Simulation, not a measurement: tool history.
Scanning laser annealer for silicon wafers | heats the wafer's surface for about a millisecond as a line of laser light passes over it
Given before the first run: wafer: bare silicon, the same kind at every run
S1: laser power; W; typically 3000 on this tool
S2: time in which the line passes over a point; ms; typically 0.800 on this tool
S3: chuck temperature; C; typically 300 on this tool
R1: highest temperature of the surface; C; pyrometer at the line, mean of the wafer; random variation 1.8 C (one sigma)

run,hour,S1,S2,S3,R1
1,0.0,3000,0.800,300,1019
2,4.7,3000,0.800,300,1016
3,10.4,3000,0.800,300,1017
4,16.1,2567,0.800,300,913
5,21.8,2567,0.800,300,912
6,28.3,2567,0.642,300,847
7,36.6,3000,0.931,300,1074
8,42.5,3000,0.931,300,1071
9,49.2,3000,0.931,300,1070
10,58.8,3000,0.800,293,1008
11,64.3,2647,0.800,293,922
12,72.7,2579,0.800,300,909
13,80.5,2579,0.800,300,911
14,87.3,2579,0.800,300,915
15,94.3,3000,0.800,300,1017
16,102.7,3000,0.800,300,1020
17,107.7,3000,0.800,300,1015
18,114.8,3063,0.800,300,1029
19,121.2,3063,0.800,300,1031
20,130.6,3082,0.800,300,1038
21,140.0,3000,0.599,300,921
22,147.5,2557,0.767,294,888
23,153.8,2557,0.842,273,894
24,164.6,3006,0.600,333,954
25,175.1,2825,0.581,300,875
26,183.8,2825,0.705,293,923
27,192.9,2825,0.705,293,922
28,203.8,2825,0.705,293,920
29,208.4,2555,0.635,314,854
30,215.7,2555,0.635,314,852
31,226.7,2555,0.966,289,950
32,234.4,2555,0.966,289,952

For run 33, what comes out?
33,241.0,2555,0.942,315,?

R1: 969 C
The same run, on a tool lacking any hidden state, would have yielded R1 994 C.
